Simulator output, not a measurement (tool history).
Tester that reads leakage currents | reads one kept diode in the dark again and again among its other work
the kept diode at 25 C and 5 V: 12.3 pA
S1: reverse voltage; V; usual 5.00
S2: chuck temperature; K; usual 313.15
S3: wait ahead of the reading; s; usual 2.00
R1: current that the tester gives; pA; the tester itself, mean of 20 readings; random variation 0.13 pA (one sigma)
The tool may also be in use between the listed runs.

run 1 hour=0.0 | S1=5.00 S2=313.15 S3=2.00 | R1=47.72
run 2 hour=65.8 | S1=5.00 S2=313.15 S3=2.00 | R1=47.89
run 3 hour=188.1 | S1=5.00 S2=313.15 S3=2.00 | R1=49.04
run 4 hour=256.7 | S1=5.00 S2=313.15 S3=2.00 | R1=49.09
run 5 hour=328.8 | S1=5.00 S2=313.15 S3=2.00 | R1=49.68
run 6 hour=432.5 | S1=5.00 S2=313.15 S3=0.73 | R1=50.86
run 7 hour=544.3 | S1=5.00 S2=314.15 S3=2.00 | R1=51.83
run 8 hour=601.1 | S1=5.00 S2=314.15 S3=2.00 | R1=52.50
run 9 hour=706.4 | S1=5.00 S2=313.15 S3=1.31 | R1=41.39
run 10 hour=779.5 | S1=5.00 S2=313.15 S3=9.52 | R1=40.99
run 11 hour=898.9 | S1=5.00 S2=307.15 S3=2.00 | R1=26.75
run 12 hour=989.2 | S1=5.00 S2=313.15 S3=4.23 | R1=41.02
run 13 hour=1084.7 | S1=5.00 S2=313.15 S3=4.23 | R1=41.05
run 14 hour=1156.0 | S1=9.88 S2=313.15 S3=2.00 | R1=54.79
run 15 hour=1285.3 | S1=9.88 S2=313.15 S3=2.00 | R1=55.21
run 16 hour=1415.4 | S1=5.00 S2=294.15 S3=2.00 | R1=10.46
run 17 hour=1527.6 | S1=5.00 S2=322.15 S3=2.00 | R1=81.62
run 18 hour=1599.8 | S1=5.00 S2=322.15 S3=2.00 | R1=82.01
run 19 hour=1671.1 | S1=5.00 S2=297.15 S3=2.00 | R1=13.49
run 20 hour=1726.7 | S1=5.00 S2=297.15 S3=2.00 | R1=13.41
run 21 hour=1834.9 | S1=17.96 S2=325.15 S3=2.00 | R1=169.83
run 22 hour=1958.5 | S1=4.84 S2=324.15 S3=7.34 | R1=94.63
run 23 hour=2094.1 | S1=4.84 S2=324.15 S3=7.34 | R1=95.29
run 24 hour=2209.2 | S1=4.84 S2=324.15 S3=7.34 | R1=96.68
run 25 hour=2265.6 | S1=1.36 S2=322.15 S3=2.91 | R1=51.47
run 26 hour=2390.9 | S1=12.65 S2=300.15 S3=2.91 | R1=27.56
run 27 hour=2457.4 | S1=12.65 S2=305.15 S3=1.42 | R1=40.06
run 28 hour=2559.7 | S1=2.27 S2=306.15 S3=9.61 | R1=20.16
run 29 hour=2634.2 | S1=8.35 S2=313.15 S3=2.00 | R1=57.65
run 30 hour=2707.9 | S1=8.05 S2=328.15 S3=2.00 | R1=159.02
run 31 hour=2784.1 | S1=7.97 S2=302.15 S3=3.60 | R1=26.31
run 32 hour=2851.1 | S1=17.83 S2=326.15 S3=2.00 | R1=194.27
run 33 hour=2974.8 | S1=12.60 S2=311.15 S3=0.36 | R1=60.34
run 34 hour=3093.0 | S1=1.25 S2=313.15 S3=2.00 | R1=24.63
run 35 hour=3221.8 | S1=8.96 S2=323.15 S3=5.07 | R1=108.70
run 36 hour=3312.1 | S1=5.00 S2=294.15 S3=2.00 | R1=10.20
run 37 hour=3386.4 | S1=5.00 S2=302.15 S3=2.00 | R1=19.02
run 38 hour=3450.5 | S1=5.00 S2=302.15 S3=2.00 | R1=19.30
run 39 hour=3551.4 | S1=5.00 S2=301.15 S3=0.77 | R1=19.05

Taken out of this log: 6 entries between the listed runs. Where each belongs, and how the hidden state differs across it:
Between runs 2 and 3: chuck's temperature calibrated (hour 188.1)
  stray current of the dirty probe card, pA a volt: 0.323 -> 0.34; current scale over the true one, %: 1.74 -> 1.79; true chuck temperature over the reading, C: 1.39 -> 1.7
  measured less the result without the state, R1: +6.77 -> +7.93 pA
Between runs 6 and 7: probe card cleaned and baked (hour 500.8)
  stray current of the dirty probe card, pA a volt: 0.374 -> 0.027; current scale over the true one, %: 1.88 -> 1.93; true chuck temperature over the reading, C: 1.9 -> 1.98
  measured less the result without the state, R1: +8.83 -> +7.85 pA
Between runs 8 and 9: chuck's temperature calibrated, once more (hour 691.8)
  stray current of the dirty probe card, pA a volt: 0.035 -> 0.049; current scale over the true one, %: 1.94 -> 1.98; true chuck temperature over the reading, C: 2.02 -> -0.3
  measured less the result without the state, R1: +8.12 -> +0.05 pA
Between runs 11 and 12: tester calibrated (hour 954.9)
  stray current of the dirty probe card, pA a volt: 0.075 -> 0.088; current scale over the true one, %: 2.05 -> 0.07; true chuck temperature over the reading, C: -0.15 -> -0.08
  measured less the result without the state, R1: +0.52 -> +0.14 pA
Between runs 32 and 33: probe card cleaned and baked (hour 2888.0); chuck's temperature calibrated (hour 2944.9)
  stray current of the dirty probe card, pA a volt: 0.352 -> 0.036; current scale over the true one, %: 0.78 -> 0.83; true chuck temperature over the reading, C: 1.37 -> 0.08
  measured less the result without the state, R1: +24.07 -> +1.00 pA
